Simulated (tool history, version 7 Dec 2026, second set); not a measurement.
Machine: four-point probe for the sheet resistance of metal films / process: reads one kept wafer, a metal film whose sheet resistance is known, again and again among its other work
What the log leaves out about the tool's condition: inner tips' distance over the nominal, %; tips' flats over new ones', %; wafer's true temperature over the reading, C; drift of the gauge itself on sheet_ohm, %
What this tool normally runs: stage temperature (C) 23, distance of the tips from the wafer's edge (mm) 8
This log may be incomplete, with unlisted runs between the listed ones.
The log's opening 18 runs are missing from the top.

| run | day | stage temperature (C) | distance of the tips from the wafer's edge (mm) | touches since the probe head was changed | hours of work since the stage's thermometer was calibrated | sheet resistance as the instrument gives it (ohm/square) |
|---|---|---|---|---|---|---|
| 19 | 14.625 | 23 | 8 | 6630 | 1273 | 0.662536 |
| 20 | 15.450 | 23 | 8 | 6888 | 1282 | 0.662549 |
| 21 | 16.133 | 23 | 8 | 7103 | 1289 | 0.662739 |
| 22 | 16.938 | 27 | 11 | 7354 | 1298 | 0.660552 |
| 23 | 17.808 | 23 | 43 | 7627 | 1308 | 0.660307 |
| 24 | 18.671 | 23 | 18 | 7897 | 1317 | 0.660852 |
| 25 | 19.108 | 23 | 6 | 8034 | 1322 | 0.664035 |
| 26 | 19.904 | 23 | 6 | 8283 | 1331 | 0.664340 |
| 27 | 20.612 | 24 | 50 | 8505 | 1338 | 0.660164 |
| 28 | 21.608 | 18 | 26 | 8817 | 1349 | 0.661800 |
| 29 | 22.517 | 34 | 39 | 9101 | 1359 | 0.657610 |
| 30 | 23.562 | 25 | 74 | 9429 | 1371 | 0.659930 |
| 31 | 24.229 | 22 | 74 | 9639 | 1378 | 0.660466 |
| 32 | 24.900 | 22 | 74 | 9848 | 1385 | 0.660379 |
| 33 | 25.888 | 22 | 74 | 10158 | 1396 | 0.660673 |
| 34 | 26.742 | 23 | 69 | 10425 | 1406 | 0.660465 |
| 35 | 27.725 | 23 | 56 | 10733 | 1416 | 0.660437 |
| 36 | 28.417 | 23 | 15 | 10950 | 1424 | 0.660955 |
| 37 | 29.354 | 27 | 52 | 11243 | 1434 | 0.659396 |
| 38 | 29.921 | 27 | 52 | 11420 | 1440 | 0.659498 |

What if the next run were any one of these 3? Each begins from the tool's condition after run 38:
| A | 30.658 | 23 | 30 | 11652 | 1449 | ? |
| B | 30.658 | 19 | 18 | 11652 | 1449 | ? |
| C | 30.658 | 23 | 4 | 11652 | 1449 | ? |

| run | sheet resistance as the instrument gives it (ohm/square) |
|---|---|
| A | 0.660556 |
| B | 0.661569 |
| C | 0.669439 |
Take away the tool's hidden state, keep each run's random variation, and the runs would have read:
| run | sheet resistance as the instrument gives it (ohm/square) |
|---|---|
| A | 0.660568 |
| B | 0.661581 |
| C | 0.669452 |

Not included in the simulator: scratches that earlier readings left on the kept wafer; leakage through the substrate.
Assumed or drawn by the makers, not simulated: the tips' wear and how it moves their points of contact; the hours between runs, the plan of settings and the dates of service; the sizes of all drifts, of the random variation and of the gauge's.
